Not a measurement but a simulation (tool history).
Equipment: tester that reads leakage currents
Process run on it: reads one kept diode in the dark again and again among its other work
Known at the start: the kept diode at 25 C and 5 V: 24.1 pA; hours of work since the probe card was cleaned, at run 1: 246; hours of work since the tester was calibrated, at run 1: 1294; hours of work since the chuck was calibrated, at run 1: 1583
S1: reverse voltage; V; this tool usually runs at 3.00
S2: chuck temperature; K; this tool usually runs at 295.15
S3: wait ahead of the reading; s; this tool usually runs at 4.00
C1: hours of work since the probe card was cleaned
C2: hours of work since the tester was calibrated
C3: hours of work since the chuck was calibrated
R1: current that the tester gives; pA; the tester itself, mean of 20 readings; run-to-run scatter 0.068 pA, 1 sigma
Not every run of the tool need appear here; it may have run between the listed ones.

run   hour     S1      S2    S3   C1    C2    C3      R1
  1    0.0   3.00  295.15  4.00  246  1294  1583   18.16
  2   24.0   3.00  295.15  4.00  260  1308  1597   18.20
  3   48.2   3.00  295.15  4.00  274  1323  1611   18.26
  4   81.4  12.28  295.15  4.00  293  1342  1631   29.97
  5   99.4   3.00  295.15  0.51  304  1353  1641   18.52
  6  127.6   3.00  295.15  0.51  321  1369  1658   18.66
  7  151.5   3.00  295.15  0.51  334  1383  1672   18.71
  8  182.3   3.00  295.15  4.00  353  1401  1690   18.49
  9  214.3   3.00  295.15  4.00  371  1420  1708   18.33
 10  244.2   3.00  295.15  4.00  389  1437  1726   18.63
 11  260.8   1.05  295.15  4.00  398  1447  1736   12.95
 12  283.9   1.05  295.15  4.00  412  1461  1749   13.00
 13  311.7   3.00  295.15  4.00  428  1477  1765   18.63
 14  333.9   3.00  295.15  1.89  441  1490  1778   18.78
 15  367.1   2.26  295.15  2.29  461  1509  1798   17.05
 16  396.3   2.26  295.15  2.29  478  1527  1815   17.03
 17  416.0   5.59  305.15  2.24  489  1538  1826   58.83
 18  446.9  12.20  332.15  3.46  508  1556  1845  720.43
 19  469.9  12.20  332.15  3.46  521  1570  1858  721.35
 20  499.3   1.27  325.15  0.63  538  1587  1875  194.22

Forecast run 21:
 21  513.4  4.43  323.15  6.46  546  1595  1884   ?

{"run 21": {"R1": 251.91}}
On a tool with no hidden condition, and with the same random variation, this run would have come out at R1 211.49 pA.
